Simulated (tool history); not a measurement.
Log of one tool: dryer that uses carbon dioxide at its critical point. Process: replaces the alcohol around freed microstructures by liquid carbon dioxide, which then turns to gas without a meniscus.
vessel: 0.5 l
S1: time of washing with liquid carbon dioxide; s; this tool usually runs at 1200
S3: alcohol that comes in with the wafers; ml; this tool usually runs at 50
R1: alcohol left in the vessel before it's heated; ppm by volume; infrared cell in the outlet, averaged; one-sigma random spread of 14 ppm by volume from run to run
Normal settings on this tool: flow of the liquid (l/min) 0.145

Run 1, hour 0.0: usual settings. Result: R1 1494 ppm by volume.
Run 2, hour 26.7: usual settings but S3 44 ml. Result: R1 1315 ppm by volume.
Run 3, hour 46.5: usual settings but S3 44 ml. Result: R1 1339 ppm by volume.
Run 4, hour 69.1: usual settings but S3 95 ml. Result: R1 2817 ppm by volume.
Run 5, hour 111.0: usual settings. Result: R1 1624 ppm by volume.
Run 6, hour 153.1: usual settings but S3 23 ml. Result: R1 842 ppm by volume.
Run 7, hour 174.4: usual settings but S3 23 ml. Result: R1 856 ppm by volume.
Run 8, hour 210.8: usual settings but S3 23 ml. Result: R1 892 ppm by volume.
Run 9, hour 248.5: usual settings but S3 23 ml. Result: R1 932 ppm by volume.
Run 10, hour 284.7: usual settings but S3 23 ml. Result: R1 938 ppm by volume.
Run 11, hour 316.8: usual settings but S3 23 ml. Result: R1 970 ppm by volume.
Run 12, hour 359.7: usual settings but S3 23 ml. Result: R1 1005 ppm by volume.
Run 13, hour 390.5: usual settings but S3 23 ml. Result: R1 1033 ppm by volume.
At hour 411.5: inlet filter changed.
Run 14, hour 420.3: usual settings but S3 23 ml. Result: R1 585 ppm by volume.
Run 15, hour 455.7: usual settings but S1 1500 s. Result: R1 452 ppm by volume.
Run 16, hour 488.9: usual settings but S1 1500 s. Result: R1 448 ppm by volume.
Run 17, hour 510.3: usual settings but S1 1500 s. Result: R1 464 ppm by volume.
Run 18, hour 541.8: usual settings but S1 1500 s. Result: R1 487 ppm by volume.
Run 19, hour 567.9: usual settings but S1 1500 s. Result: R1 499 ppm by volume.
Run 20, hour 604.3: usual settings but S1 1500 s. Result: R1 523 ppm by volume.
Run 21, hour 635.7: usual settings but S1 1500 s. Result: R1 528 ppm by volume.
Run 22, hour 656.3: usual settings but S1 1500 s, S3 40 ml. Result: R1 470 ppm by volume.
Run 23, hour 689.2: usual settings but S1 1500 s, flow of the liquid (l/min) 0.149, S3 40 ml. Result: R1 449 ppm by volume.
Run 24, hour 708.1: usual settings but S1 1320 s, flow of the liquid (l/min) 0.118, S3 25 ml. Result: R1 1070 ppm by volume.
Run 25, hour 737.0: usual settings but S1 1320 s, flow of the liquid (l/min) 0.118, S3 25 ml. Result: R1 1116 ppm by volume.
Run 26, hour 780.9: usual settings but S1 1860 s, flow of the liquid (l/min) 0.101, S3 22 ml. Result: R1 567 ppm by volume.
Run 27, hour 801.9: usual settings but S1 1860 s, flow of the liquid (l/min) 0.101, S3 22 ml. Result: R1 562 ppm by volume.
Run 28, hour 835.3: usual settings but S1 1860 s, flow of the liquid (l/min) 0.101, S3 22 ml. Result: R1 587 ppm by volume.
At hour 858.3: purifier's bed changed.
Run 29, hour 879.9: usual settings but S1 1620 s, flow of the liquid (l/min) 0.182, S3 30 ml. Result: R1 46 ppm by volume.
Run 30, hour 904.4: usual settings but S1 1620 s, flow of the liquid (l/min) 0.182, S3 30 ml. Result: R1 50 ppm by volume.
Run 31, hour 944.4: usual settings but S1 900 s, flow of the liquid (l/min) 0.242, S3 56 ml. Result: R1 612 ppm by volume.
Run 32, hour 987.1: usual settings but S1 780 s, flow of the liquid (l/min) 0.234. Result: R1 1272 ppm by volume.
Run 33, hour 1014.2: usual settings but S1 1020 s, S3 64 ml. Result: R1 3655 ppm by volume.
Run 34, hour 1051.9: usual settings but flow of the liquid (l/min) 0.091, S3 34 ml. Result: R1 4830 ppm by volume.
Run 35, hour 1088.2: usual settings but S1 1500 s, flow of the liquid (l/min) 0.095, S3 20 ml. Result: R1 1366 ppm by volume.
Run 36, hour 1116.2: usual settings but S1 1500 s, flow of the liquid (l/min) 0.128, S3 20 ml. Result: R1 462 ppm by volume.
Run 37, hour 1161.0: usual settings but S1 1500 s, flow of the liquid (l/min) 0.128, S3 53 ml. Result: R1 1218 ppm by volume.
Run 38, hour 1187.7: usual settings but S1 1500 s, flow of the liquid (l/min) 0.128, S3 53 ml. Result: R1 1231 ppm by volume.
Run 39, hour 1219.8: usual settings but S1 1500 s, flow of the liquid (l/min) 0.128, S3 53 ml. Result: R1 1285 ppm by volume.
Run 40, hour 1242.0: usual settings but S1 960 s, S3 44 ml. Result: R1 3632 ppm by volume.
Run 41, hour 1262.0: usual settings but S1 960 s, flow of the liquid (l/min) 0.121, S3 48 ml. Result: R1 6926 ppm by volume.
Run 42, hour 1293.0: usual settings but S1 1080 s, flow of the liquid (l/min) 0.121, S3 110 ml. Result: R1 11045 ppm by volume.
At hour 1322.1: inlet filter changed.
Run 43, hour 1327.3: usual settings but flow of the liquid (l/min) 0.143. Result: R1 1008 ppm by volume.
Run 44, hour 1353.5: usual settings but S1 840 s, flow of the liquid (l/min) 0.143, S3 45 ml. Result: R1 3511 ppm by volume.
Run 45, hour 1373.5: usual settings but S1 840 s, flow of the liquid (l/min) 0.167, S3 45 ml. Result: R1 2106 ppm by volume.
Run 46, hour 1398.1: usual settings but S1 780 s. Result: R1 4847 ppm by volume.

Measured minus without-hidden-state, run by run (identical run-to-run variation in each term; gauge scatter may differ):
What the log doesn't record here: flow that reaches the vessel past the clogged filter, %; alcohol in the recycled carbon dioxide, ppm; drift of the gauge itself on alcohol_ppm, %.
run     R1
  1   +614
  2   +563
  3   +588
  4  +1184
  5   +751
  6   +447
  7   +461
  8   +492
  9   +528
 10   +539
 11   +572
 12   +609
 13   +637
 14   +177
 15   +186
 16   +201
 17   +206
 18   +226
 19   +234
 20   +257
 21   +264
 22   +257
 23   +261
 24   +391
 25   +424
 26   +310
 27   +316
 28   +332
 29    +25
 30    +28
 31   +283
 32   +550
 33  +1410
 34  +1551
 35   +568
 36   +246
 37   +665
 38   +698
 39   +740
 40  +1701
 41  +2893
 42  +5134
 43    +73
 44   +181
 45   +161
 46   +344
